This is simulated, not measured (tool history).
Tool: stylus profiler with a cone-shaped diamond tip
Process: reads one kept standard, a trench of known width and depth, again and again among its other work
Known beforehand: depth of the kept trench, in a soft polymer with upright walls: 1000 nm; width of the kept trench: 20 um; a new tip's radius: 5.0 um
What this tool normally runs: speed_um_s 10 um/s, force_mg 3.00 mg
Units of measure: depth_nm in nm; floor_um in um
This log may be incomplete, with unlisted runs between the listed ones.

run	hour	speed_um_s	force_mg	depth_nm	floor_um
1	0.0	10	3.00	1016.75	13.92
2	70.0	40	3.00	1016.62	13.76
3	160.7	40	3.00	1016.63	13.76
4	238.2	15	3.00	1016.58	13.92
5	364.1	15	3.00	1016.49	13.95
6	477.9	15	3.00	1016.60	13.88
# hour 556.5: height scale calibrated on a step standard
7	562.4	15	3.00	1016.70	13.95
8	660.9	15	3.00	1016.78	13.89
9	726.8	10	3.00	1016.38	13.94
10	841.4	10	3.00	1016.78	13.90
11	944.3	16	3.00	1016.62	13.89
12	1063.1	16	3.00	1016.83	13.92
13	1176.0	16	3.00	1016.44	13.90
14	1239.8	10	8.40	1033.14	13.93
15	1360.5	10	8.40	1032.95	13.95
# hour 1434.9: new tip fitted, height scale calibrated
16	1459.2	4	7.27	1030.34	14.01
17	1540.0	5	5.27	1024.36	13.95
18	1633.7	27	1.26	1009.28	13.72
19	1730.8	35	4.59	1021.86	13.85
20	1794.0	8	3.01	1016.78	13.92
21	1895.2	5	1.79	1011.70	13.96
22	1961.3	5	1.79	1011.92	13.93

Alternative continuations, all from the tool just after run 22; predict every row:
A	2076.2	7	3.00	?	?
B	2076.2	6	2.29	?	?
C	2076.2	5	6.58	?	?

run	depth_nm	floor_um
A	1016.58	13.96
B	1013.70	13.96
C	1028.22	13.97
Without the tool's hidden state the same runs would have given:
run	depth_nm	floor_um
A	1016.59	13.97
B	1013.71	13.97
C	1028.22	13.98

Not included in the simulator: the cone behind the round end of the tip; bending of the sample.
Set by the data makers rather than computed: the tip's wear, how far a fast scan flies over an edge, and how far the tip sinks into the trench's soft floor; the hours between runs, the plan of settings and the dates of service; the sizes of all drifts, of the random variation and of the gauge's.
